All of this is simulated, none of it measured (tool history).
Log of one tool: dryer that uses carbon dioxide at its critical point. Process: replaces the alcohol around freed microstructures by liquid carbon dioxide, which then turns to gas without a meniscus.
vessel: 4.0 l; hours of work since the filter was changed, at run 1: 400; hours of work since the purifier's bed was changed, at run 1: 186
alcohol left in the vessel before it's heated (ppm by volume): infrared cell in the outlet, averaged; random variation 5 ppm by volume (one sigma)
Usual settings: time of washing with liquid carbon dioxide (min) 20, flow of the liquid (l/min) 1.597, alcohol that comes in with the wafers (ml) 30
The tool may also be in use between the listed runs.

run     day  time of washing with liquid carbon dioxide (min)  flow of the liquid (l/min)  alcohol that comes in with the wafers (ml)  hours of work since the filter was changed  hours of work since the purifier's bed was changed  alcohol left in the vessel before it's heated (ppm by volume)
  1       0                                                20                       1.597                                          30                                         400                                                 186                                                             90
  2   0.912                                                20                       1.597                                          30                                         411                                                 197                                                             79
  3   1.729                                                20                       1.597                                          30                                         421                                                 207                                                             86
  4   2.129                                                20                       1.597                                          30                                         426                                                 212                                                             92
  5   3.025                                                17                       1.597                                          30                                         437                                                 223                                                            120
  6   3.538                                                17                       1.597                                          30                                         444                                                 230                                                            129
  7   4.008                                                17                       1.597                                          30                                         450                                                 236                                                            135
  8   4.729                                                20                        1.04                                          30                                         459                                                 245                                                            244
  9   5.242                                                20                        1.91                                          30                                         465                                                 251                                                             84
 10   6.096                                                20                        1.49                                          30                                         475                                                 261                                                            114
 11   6.571                                                20                        1.49                                          30                                         481                                                 267                                                            118
 12   6.979                                                20                        1.49                                          30                                         486                                                 272                                                            106
 13   7.708                                                20                       1.597                                          30                                         495                                                 281                                                            107
 14   8.538                                                20                        2.19                                          30                                         506                                                 292                                                             93
 15   8.975                                                20                        2.19                                          30                                         511                                                 297                                                             96
 16   9.442                                                20                        1.13                                          30                                         517                                                 303                                                            215
      9.608  -- inlet filter changed
 17  10.112                                                20                        1.13                                          30                                           6                                                 311                                                            173
 18  10.846                                                20                        1.25                                          30                                          15                                                 320                                                            157
 19  11.704                                                20                       1.597                                          30                                          26                                                 331                                                            119
 20  12.488                                                20                       1.597                                          30                                          36                                                 340                                                            118
 21  13.046                                                20                       1.597                                          30                                          43                                                 347                                                            119
 22  13.925                                                20                       1.597                                          30                                          53                                                 358                                                            127
 23  14.742                                                20                       1.597                                          30                                          64                                                 368                                                            131
 24  15.396                                                20                       1.597                                          30                                          72                                                 376                                                            128
 25  15.788                                                20                       1.597                                          90                                          77                                                 381                                                            161
 26  16.396                                                20                       1.597                                          90                                          84                                                 389                                                            173
 27  16.979                                                13                        2.09                                          67                                          91                                                 396                                                            224
 28  17.542                                                16                       1.597                                          30                                          98                                                 403                                                            180
 29  18.012                                                16                       1.597                                          30                                         104                                                 409                                                            179
 30  18.746                                                16                       1.597                                          30                                         113                                                 418                                                            189
 31  19.238                                                16                       1.597                                          30                                         119                                                 424                                                            176
 32  19.825                                                31                        1.87                                          50                                         127                                                 431                                                            117
 33  20.383                                                31                        1.87                                          50                                         134                                                 438                                                            130
 34  21.021                                                31                        1.87                                          50                                         141                                                 446                                                            136
 35  21.654                                                31                        1.87                                          50                                         149                                                 454                                                            128
 36  22.058                                                20                        2.14                                          30                                         154                                                 459                                                            127
 37  22.742                                                23                       1.597                                          30                                         163                                                 467                                                            145
 38  23.279                                                20                        1.14                                          39                                         169                                                 474                                                            270
 39  23.983                                                20                        1.66                                          48                                         178                                                 483                                                            157
 40  24.812                                                12                        1.66                                          48                                         188                                                 493                                                            441
 41  25.367                                                20                       1.597                                          49                                         195                                                 500                                                            170
 42  25.938                                                20                       1.597                                          69                                         202                                                 507                                                            199
 43  26.625                                                22                        1.09                                          82                                         211                                                 515                                                            375
 44  27.317                                                20                        1.62                                          43                                         219                                                 524                                                            175
 45    28.2                                                12                        1.07                                          21                                         230                                                 535                                                            617
 46  28.612                                                12                        1.07                                          21                                         236                                                 540                                                            626
 47  29.421                                                13                        1.07                                          21                                         246                                                 550                                                            542
 48  29.833                                                13                        1.48                                          21                                         251                                                 555                                                            315

Some steps in alcohol left in the vessel before it's heated (ppm by volume) between neighbouring runs. How much of each would the tool show without its hidden state too (settings, what came in, random variation), and how much is left for the hidden state, with any gauge scatter that isn't in both results?
The hidden state here: flow that reaches the vessel past the clogged filter, %; alcohol in the recycled carbon dioxide, ppm; drift of the gauge itself on alcohol_ppm, %.
Run 8 -> 9: flow of the liquid (l/min) 1.04 -> 1.91. alcohol left in the vessel before it's heated (ppm by volume) -160: hidden state -36, all else -124.
Run 15 -> 16: flow of the liquid (l/min) 2.19 -> 1.13. alcohol left in the vessel before it's heated (ppm by volume) +119: hidden state +37, all else +82.
Run 39 -> 40: time of washing with liquid carbon dioxide (min) 20 -> 12. alcohol left in the vessel before it's heated (ppm by volume) +284: hidden state +33, all else +251.
Run 40 -> 41: time of washing with liquid carbon dioxide (min) 12 -> 20, flow of the liquid (l/min) 1.66 -> 1.597, alcohol that comes in with the wafers (ml) 48 -> 49. alcohol left in the vessel before it's heated (ppm by volume) -271: hidden state -29, all else -242.
Run 44 -> 45: time of washing with liquid carbon dioxide (min) 20 -> 12, flow of the liquid (l/min) 1.62 -> 1.07, alcohol that comes in with the wafers (ml) 43 -> 21. alcohol left in the vessel before it's heated (ppm by volume) +442: hidden state +45, all else +397.
